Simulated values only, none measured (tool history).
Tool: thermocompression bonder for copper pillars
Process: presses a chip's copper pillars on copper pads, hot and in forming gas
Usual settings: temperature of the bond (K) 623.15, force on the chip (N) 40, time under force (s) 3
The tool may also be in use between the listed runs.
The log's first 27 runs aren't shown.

run	day	temperature of the bond (K)	force on the chip (N)	time under force (s)	force that shears a chip off (N)
28	38.383	632.15	33	5	41.5
29	40.221	632.15	33	5	41
30	41.367	632.15	33	5	40.5
31	42.688	636.15	41	5	46.6
32	44.338	636.15	46	6	52.2
# day 45.021: forming gas filter changed
33	45.812	636.15	46	3	46
34	47.142	623.15	26	3	27.9
35	48.679	643.15	40	3	44.8
36	49.692	643.15	35	3	39.8
37	50.675	637.15	30	3	34.2
38	52.617	596.15	35	2	21.3
39	54.517	596.15	35	2	20.6
40	55.825	632.15	25	2	23.2

Forecast each of these 4 alternatives for the next run:
A	57.929	632.15	28	2	?
B	57.929	651.15	34	2	?
C	57.929	596.15	30	3	?
D	57.929	602.15	43	2	?

run	force that shears a chip off (N)
A	24.7
B	33.4
C	21.2
D	24.9
Without the tool's hidden state the same runs would have given:
run	force that shears a chip off (N)
A	27.7
B	37.5
C	23.7
D	27.8
